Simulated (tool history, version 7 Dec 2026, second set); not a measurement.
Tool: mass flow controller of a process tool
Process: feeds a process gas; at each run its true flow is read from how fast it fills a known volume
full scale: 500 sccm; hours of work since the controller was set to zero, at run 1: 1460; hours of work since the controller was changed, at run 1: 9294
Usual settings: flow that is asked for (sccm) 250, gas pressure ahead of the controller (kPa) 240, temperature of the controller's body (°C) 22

run    hour  flow that is asked for (sccm)  gas pressure ahead of the controller (kPa)  temperature of the controller's body (°C)  hours of work since the controller was set to zero  hours of work since the controller was changed  true flow (%)
  1       0                            250                                         240                                         22                                                1460                                            9294          98.86
  2   360.7                            250                                         240                                         22                                                1671                                            9506          98.72
  3   598.6                            250                                         240                                         22                                                1810                                            9645          98.74
  4  1126.5                            250                                         240                                         22                                                2120                                            9955          98.75
  5  1617.3                            250                                         240                                         22                                                2407                                           10242          98.54
  6    2015                            250                                         240                                         22                                                2640                                           10475          98.52
  7    2338                            250                                         240                                         22                                                2830                                           10665          98.45
  8  2692.7                            250                                         240                                         22                                                3038                                           10873          98.52
  9  2956.1                            250                                         240                                         22                                                3192                                           11027          98.55
 10  3204.1                            250                                         240                                         22                                                3337                                           11172           98.5
 11  3564.5                            196                                         240                                         22                                                3549                                           11383          98.08
       3727  -- controller exchanged for a calibrated one
 12  4120.4                            385                                         202                                         22                                                 231                                             231          99.18
 13  4432.3                             68                                         240                                         22                                                 413                                             413          97.16
 14    4713                             68                                         274                                         22                                                 578                                             578          97.22
 15    5120                             68                                         187                                         22                                                 816                                             816          96.87
 16  5387.4                             68                                         187                                         22                                                 973                                             973          96.87
 17  5646.7                             58                                         177                                         22                                                1125                                            1125           96.7
 18  5996.9                            241                                         279                                         28                                                1330                                            1330          97.53
 19  6468.4                             74                                         279                                         28                                                1607                                            1607          96.48
 20  6759.3                            197                                         142                                         28                                                1777                                            1777          96.86
 21  7086.6                            197                                         142                                         28                                                1969                                            1969          97.02

Forecast each of these 5 alternatives for the next run:
  A  7317.2                            197                                         142                                         30                                                2104                                            2104              ?
  B  7317.2                            209                                         148                                         20                                                2104                                            2104              ?
  C  7317.2                            118                                         142                                         28                                                2104                                            2104              ?
  D  7317.2                            324                                         185                                         29                                                2104                                            2104              ?
  E  7317.2                            164                                         143                                         22                                                2104                                            2104              ?

run  true flow (%)
  A           96.6
  B          97.62
  C           96.4
  D          97.67
  E          97.19
Without the tool's hidden state the same runs would have given:
run  true flow (%)
  A          97.32
  B          98.35
  C          97.12
  D          98.41
  E          97.92
